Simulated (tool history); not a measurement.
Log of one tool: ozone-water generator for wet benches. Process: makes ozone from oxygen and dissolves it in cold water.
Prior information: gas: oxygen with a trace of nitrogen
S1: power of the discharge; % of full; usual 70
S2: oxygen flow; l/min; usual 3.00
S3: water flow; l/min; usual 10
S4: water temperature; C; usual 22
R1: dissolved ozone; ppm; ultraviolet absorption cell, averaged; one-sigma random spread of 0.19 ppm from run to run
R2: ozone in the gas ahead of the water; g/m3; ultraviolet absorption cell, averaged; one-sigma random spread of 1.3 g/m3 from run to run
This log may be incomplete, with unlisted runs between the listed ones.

run   hour  S1    S2  S3  S4    R1     R2
  1    0.0  70  3.00  10  22  26.7  242.8
  2   22.6  70  3.00  10  22  26.7  244.2
  3   41.1  70  3.00  10  22  26.6  244.8
  4   77.1  70  3.00  10  16  29.1  245.1
  5  102.1  70  3.00  10  16  29.7  246.1
  6  129.6  70  3.00  10  22  26.7  246.1
  7  170.6  87  3.00  10  22  30.1  278.2
  8  209.9  87  3.00  10  30  26.0  279.1
  9  230.1  81  3.00  10  30  25.1  264.1
 10  254.1  70  2.04  10  22  25.6  291.5
 11  278.2  70  2.04  10  22  25.7  293.0
 12  303.7  70  4.21  10  22  26.8  213.6
 13  331.6  70  4.21  10  30  22.6  214.7
 14  354.5  70  4.21  10  30  22.1  214.3
 15  378.9  70  4.21  10  30  22.6  214.5
 16  408.4  70  4.21  10  30  22.6  212.5
 17  438.8  46  2.53  13  20  17.7  219.2
 18  465.6  70  3.00  10  14  30.3  247.9
 19  484.1  70  3.00  10  25  25.4  249.2
 20  521.2  70  3.00  10  25  25.4  248.8
 21  550.8  43  3.14  13  22  17.4  191.1
     571.4  -- gauge calibrated
 22  587.9  43  3.14   9  15  24.9  186.4
 23  611.3  70  3.00  10  22  26.7  245.4
 24  631.4  48  3.00  14  25  16.5  200.5
 25  665.7  70  2.38  10  22  25.9  268.9
 26  684.5  44  1.51   8  28  21.4  262.7
 27  714.8  44  1.51   6  28  25.4  262.9
 28  753.9  42  5.21  10  22  20.0  148.9
 29  777.4  70  3.00  10  21  27.2  244.2

For each run, the measured value with the value that run would have given without the tool's hidden condition subtracted. The run-to-run variation is shared by both, the gauge scatter possibly not:
The hidden state here: yield of the discharge, % of new electrodes'; contactor's efficiency, % of a clean one's; true water temperature over the reading, C; drift of the gauge itself on ozone_ppm, %; drift of the gauge itself on gas_g_m3, %.
run    R2
  1  -0.1
  2  +0.3
  3  +0.5
  4  +0.9
  5  +1.1
  6  +1.4
  7  +2.3
  8  +2.7
  9  +2.9
 10  +3.6
 11  +3.9
 12  +3.1
 13  +3.4
 14  +3.6
 15  +3.9
 16  +4.1
 17  +4.5
 18  +5.5
 19  +5.7
 20  +6.2
 21  +5.0
 22  +0.1
 23  +0.4
 24  +0.5
 25  +1.2
 26  +1.4
 27  +1.8
 28  +1.3
 29  +2.3
R1: within 0.1 ppm of the measured result in every run.

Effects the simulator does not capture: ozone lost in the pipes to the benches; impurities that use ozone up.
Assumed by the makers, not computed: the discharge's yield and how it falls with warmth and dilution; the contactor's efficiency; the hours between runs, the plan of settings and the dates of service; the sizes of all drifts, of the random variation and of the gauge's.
